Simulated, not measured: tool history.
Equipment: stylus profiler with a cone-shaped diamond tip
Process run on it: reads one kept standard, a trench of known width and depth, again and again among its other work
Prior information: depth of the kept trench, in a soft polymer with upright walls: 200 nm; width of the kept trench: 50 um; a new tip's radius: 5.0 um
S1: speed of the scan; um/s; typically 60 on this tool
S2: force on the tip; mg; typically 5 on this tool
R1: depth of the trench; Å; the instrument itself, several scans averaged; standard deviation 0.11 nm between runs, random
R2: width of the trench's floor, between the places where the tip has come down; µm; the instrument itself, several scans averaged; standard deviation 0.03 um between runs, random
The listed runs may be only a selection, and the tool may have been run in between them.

{"run": 1, "hour": 0.0, "S1": 60, "S2": 5, "R1": 2046.2, "R2": 46.98}
{"run": 2, "hour": 11.2, "S1": 60, "S2": 5, "R1": 2048.7, "R2": 46.99}
{"run": 3, "hour": 23.2, "S1": 60, "S2": 2.36, "R1": 2029.3, "R2": 46.87}
{"run": 4, "hour": 31.3, "S1": 60, "S2": 5, "R1": 2048.1, "R2": 47}
{"run": 5, "hour": 48.6, "S1": 60, "S2": 5, "R1": 2048.1, "R2": 47}
{"run": 6, "hour": 64.2, "S1": 60, "S2": 5, "R1": 2048.5, "R2": 46.95}
{"run": 7, "hour": 75.9, "S1": 60, "S2": 12.06, "R1": 2088.5, "R2": 47.06}
{"run": 8, "hour": 85.9, "S1": 60, "S2": 12.06, "R1": 2088.8, "R2": 47.03}
{"run": 9, "hour": 100.6, "S1": 60, "S2": 1.81, "R1": 2025, "R2": 46.83}
{"run": 10, "hour": 117.4, "S1": 60, "S2": 1.81, "R1": 2025.7, "R2": 46.83}
{"run": 11, "hour": 127.1, "S1": 60, "S2": 1.81, "R1": 2025.7, "R2": 46.85}
{"run": 12, "hour": 141.2, "S1": 60, "S2": 5, "R1": 2049.8, "R2": 46.94}
{"run": 13, "hour": 151.2, "S1": 60, "S2": 5, "R1": 2048.8, "R2": 46.94}
{"run": 14, "hour": 164.2, "S1": 60, "S2": 5, "R1": 2049.3, "R2": 46.97}

What will run 15 give?
{"run": 15, "hour": 179.9, "S1": 97, "S2": 2.58, "R1": "?", "R2": "?"}

R1: 2030.3 Å
R2: 46.7 µm
Take away the tool's hidden state, keep the run-to-run variation as it was, and the same run would have given R1 2030.3 Å, R2 46.7 µm.
